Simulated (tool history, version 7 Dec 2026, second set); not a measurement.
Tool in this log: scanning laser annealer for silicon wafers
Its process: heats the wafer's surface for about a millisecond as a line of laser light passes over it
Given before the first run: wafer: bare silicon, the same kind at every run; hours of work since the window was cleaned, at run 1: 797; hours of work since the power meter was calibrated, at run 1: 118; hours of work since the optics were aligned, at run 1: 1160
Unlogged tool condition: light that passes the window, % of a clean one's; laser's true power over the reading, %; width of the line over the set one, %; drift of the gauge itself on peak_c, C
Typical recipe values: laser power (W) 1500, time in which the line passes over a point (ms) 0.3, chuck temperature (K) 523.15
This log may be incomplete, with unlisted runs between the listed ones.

run   hour  laser power (W)  time in which the line passes over a point (ms)  chuck temperature (K)  hours of work since the window was cleaned  hours of work since the power meter was calibrated  hours of work since the optics were aligned  highest temperature of the surface (K)
  1      0             1500                                              0.3                 523.15                                         797                                                 118                                         1160                                 1186.15
  2   26.9             1631                                              0.3                 523.15                                         809                                                 131                                         1172                                 1242.15
  3   56.9             1500                                            0.337                 523.15                                         823                                                 145                                         1186                                 1228.15
  4  120.3             1500                                            0.337                 560.15                                         852                                                 174                                         1215                                 1264.15
  5  153.9             1500                                              0.3                 523.15                                         868                                                 190                                         1231                                 1185.15
  6  199.1             1500                                              0.3                 523.15                                         889                                                 211                                         1252                                 1186.15
  7  237.2             1500                                              0.3                 523.15                                         907                                                 229                                         1270                                 1183.15
     278.7  -- optics aligned, line set to its width
  8  289.8             1500                                            0.292                 523.15                                         929                                                 251                                            5                                 1182.15
  9  340.7             1500                                            0.292                 523.15                                         953                                                 274                                           29                                 1184.15
     382.2  -- window over the wafer cleaned
 10    395             1500                                            0.292                 523.15                                           6                                                 299                                           53                                 1221.15
 11  458.4             1488                                              0.3                 523.15                                          35                                                 328                                           83                                 1219.15
     465.7  -- laser's power meter calibrated
 12  493.3             1488                                              0.3                 523.15                                          50                                                  13                                           97                                 1223.15
 13  520.2             1488                                              0.3                 523.15                                          63                                                  25                                          110                                 1219.15
 14  557.2             1488                                              0.3                 523.15                                          80                                                  43                                          127                                 1216.15
 15  617.3             1500                                              0.3                 523.15                                         108                                                  70                                          155                                 1223.15
 16  650.3             1500                                              0.3                 523.15                                         123                                                  86                                          170                                 1222.15
 17  693.9             1500                                              0.3                 523.15                                         144                                                 106                                          191                                 1223.15
     710.6  -- laser's power meter calibrated, once more
 18  735.6             1500                                              0.3                 523.15                                         162                                                  12                                          209                                 1220.15
 19  775.3             1500                                              0.3                 523.15                                         180                                                  30                                          227                                 1221.15
 20  810.9             1500                                            0.249                 562.15                                         197                                                  47                                          244                                 1193.15

What will run 21 give?
 21   875             1511                                            0.225                 489.15                                         226                                                  76                                          274                                       ?

highest temperature of the surface (K): 1090.15
Minus the tool's unlogged condition, the same run would have read highest temperature of the surface (K) 1099.15.

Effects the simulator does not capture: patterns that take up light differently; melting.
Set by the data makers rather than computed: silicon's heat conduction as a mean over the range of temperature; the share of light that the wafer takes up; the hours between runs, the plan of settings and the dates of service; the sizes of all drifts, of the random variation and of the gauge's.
